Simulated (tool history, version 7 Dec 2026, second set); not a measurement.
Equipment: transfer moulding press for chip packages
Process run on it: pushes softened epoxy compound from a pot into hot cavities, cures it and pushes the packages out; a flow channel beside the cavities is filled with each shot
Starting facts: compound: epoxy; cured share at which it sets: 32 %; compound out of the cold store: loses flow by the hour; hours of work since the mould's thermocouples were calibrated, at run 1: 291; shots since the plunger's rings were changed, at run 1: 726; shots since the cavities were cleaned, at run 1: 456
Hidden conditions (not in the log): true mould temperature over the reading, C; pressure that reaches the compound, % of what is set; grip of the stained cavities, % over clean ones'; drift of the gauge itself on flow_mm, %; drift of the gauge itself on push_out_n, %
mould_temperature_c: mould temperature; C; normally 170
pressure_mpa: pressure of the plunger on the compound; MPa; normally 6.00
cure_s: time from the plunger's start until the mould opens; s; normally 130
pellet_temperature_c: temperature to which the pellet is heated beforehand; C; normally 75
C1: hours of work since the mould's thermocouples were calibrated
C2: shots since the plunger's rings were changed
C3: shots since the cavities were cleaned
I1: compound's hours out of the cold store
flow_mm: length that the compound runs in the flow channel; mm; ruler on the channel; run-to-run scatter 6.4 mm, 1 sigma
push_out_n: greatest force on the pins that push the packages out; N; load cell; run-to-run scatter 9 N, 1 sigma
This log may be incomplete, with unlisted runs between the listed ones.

run 1 hour=0.0 | mould_temperature_c=170 pressure_mpa=6.00 cure_s=130 pellet_temperature_c=75 | C1=291 C2=726 C3=456 | I1=40.8 | flow_mm=640 push_out_n=592
-- hour=11.4 cavities cleaned with cleaning compound and waxed
run 2 hour=22.8 | mould_temperature_c=170 pressure_mpa=6.00 cure_s=130 pellet_temperature_c=75 | C1=305 C2=916 C3=102 | I1=17.1 | flow_mm=745 push_out_n=468
run 3 hour=34.2 | mould_temperature_c=170 pressure_mpa=5.17 cure_s=130 pellet_temperature_c=75 | C1=313 C2=1017 C3=203 | I1=8.9 | flow_mm=707 push_out_n=512
run 4 hour=44.5 | mould_temperature_c=170 pressure_mpa=6.00 cure_s=130 pellet_temperature_c=75 | C1=320 C2=1110 C3=296 | I1=23.0 | flow_mm=703 push_out_n=527
run 5 hour=63.3 | mould_temperature_c=170 pressure_mpa=6.00 cure_s=130 pellet_temperature_c=75 | C1=332 C2=1277 C3=463 | I1=31.4 | flow_mm=671 push_out_n=574
-- hour=73.7 cavities cleaned with cleaning compound and waxed
run 6 hour=86.7 | mould_temperature_c=170 pressure_mpa=6.00 cure_s=130 pellet_temperature_c=75 | C1=346 C2=1472 C3=116 | I1=44.0 | flow_mm=626 push_out_n=458
run 7 hour=95.6 | mould_temperature_c=170 pressure_mpa=6.27 cure_s=130 pellet_temperature_c=75 | C1=352 C2=1551 C3=195 | I1=18.9 | flow_mm=733 push_out_n=497
run 8 hour=110.0 | mould_temperature_c=170 pressure_mpa=6.00 cure_s=130 pellet_temperature_c=75 | C1=361 C2=1679 C3=323 | I1=32.1 | flow_mm=666 push_out_n=545
run 9 hour=124.5 | mould_temperature_c=170 pressure_mpa=6.00 cure_s=159 pellet_temperature_c=75 | C1=371 C2=1808 C3=452 | I1=10.8 | flow_mm=739 push_out_n=533
-- hour=137.3 cavities cleaned with cleaning compound and waxed
run 10 hour=140.1 | mould_temperature_c=170 pressure_mpa=6.00 cure_s=159 pellet_temperature_c=75 | C1=380 C2=1934 C3=25 | I1=27.8 | flow_mm=681 push_out_n=379
run 11 hour=161.8 | mould_temperature_c=170 pressure_mpa=6.00 cure_s=130 pellet_temperature_c=75 | C1=394 C2=2128 C3=219 | I1=24.3 | flow_mm=694 push_out_n=492
run 12 hour=180.4 | mould_temperature_c=170 pressure_mpa=6.00 cure_s=130 pellet_temperature_c=75 | C1=407 C2=2294 C3=385 | I1=25.1 | flow_mm=678 push_out_n=564
-- hour=200.5 cavities cleaned with cleaning compound and waxed
run 13 hour=202.8 | mould_temperature_c=170 pressure_mpa=6.00 cure_s=130 pellet_temperature_c=75 | C1=420 C2=2480 C3=21 | I1=45.8 | flow_mm=606 push_out_n=400
run 14 hour=215.6 | mould_temperature_c=170 pressure_mpa=6.00 cure_s=130 pellet_temperature_c=75 | C1=429 C2=2594 C3=135 | I1=16.9 | flow_mm=717 push_out_n=474
run 15 hour=232.0 | mould_temperature_c=169 pressure_mpa=5.74 cure_s=132 pellet_temperature_c=75 | C1=439 C2=2740 C3=281 | I1=45.5 | flow_mm=609 push_out_n=527
run 16 hour=247.7 | mould_temperature_c=169 pressure_mpa=7.33 cure_s=132 pellet_temperature_c=70 | C1=450 C2=2879 C3=420 | I1=43.1 | flow_mm=699 push_out_n=572
run 17 hour=257.0 | mould_temperature_c=170 pressure_mpa=6.00 cure_s=135 pellet_temperature_c=75 | C1=456 C2=2962 C3=503 | I1=18.5 | flow_mm=706 push_out_n=591
-- hour=264.6 cavities cleaned with cleaning compound and waxed
run 18 hour=278.0 | mould_temperature_c=170 pressure_mpa=6.00 cure_s=135 pellet_temperature_c=75 | C1=468 C2=3136 C3=119 | I1=27.1 | flow_mm=667 push_out_n=464
run 19 hour=297.7 | mould_temperature_c=170 pressure_mpa=6.00 cure_s=135 pellet_temperature_c=75 | C1=481 C2=3312 C3=295 | I1=44.4 | flow_mm=610 push_out_n=520
run 20 hour=308.7 | mould_temperature_c=175 pressure_mpa=6.00 cure_s=130 pellet_temperature_c=75 | C1=489 C2=3409 C3=392 | I1=38.1 | flow_mm=601 push_out_n=507

Predict the results of run 21:
run 21 hour=318.1 | mould_temperature_c=175 pressure_mpa=6.00 cure_s=130 pellet_temperature_c=75 | C1=495 C2=3493 C3=476 | I1=16.4 | flow_mm=? push_out_n=?

flow_mm: 676 mm
push_out_n: 550 N
The same run, on a tool lacking any hidden state, would have yielded flow_mm 714 mm, push_out_n 375 N.

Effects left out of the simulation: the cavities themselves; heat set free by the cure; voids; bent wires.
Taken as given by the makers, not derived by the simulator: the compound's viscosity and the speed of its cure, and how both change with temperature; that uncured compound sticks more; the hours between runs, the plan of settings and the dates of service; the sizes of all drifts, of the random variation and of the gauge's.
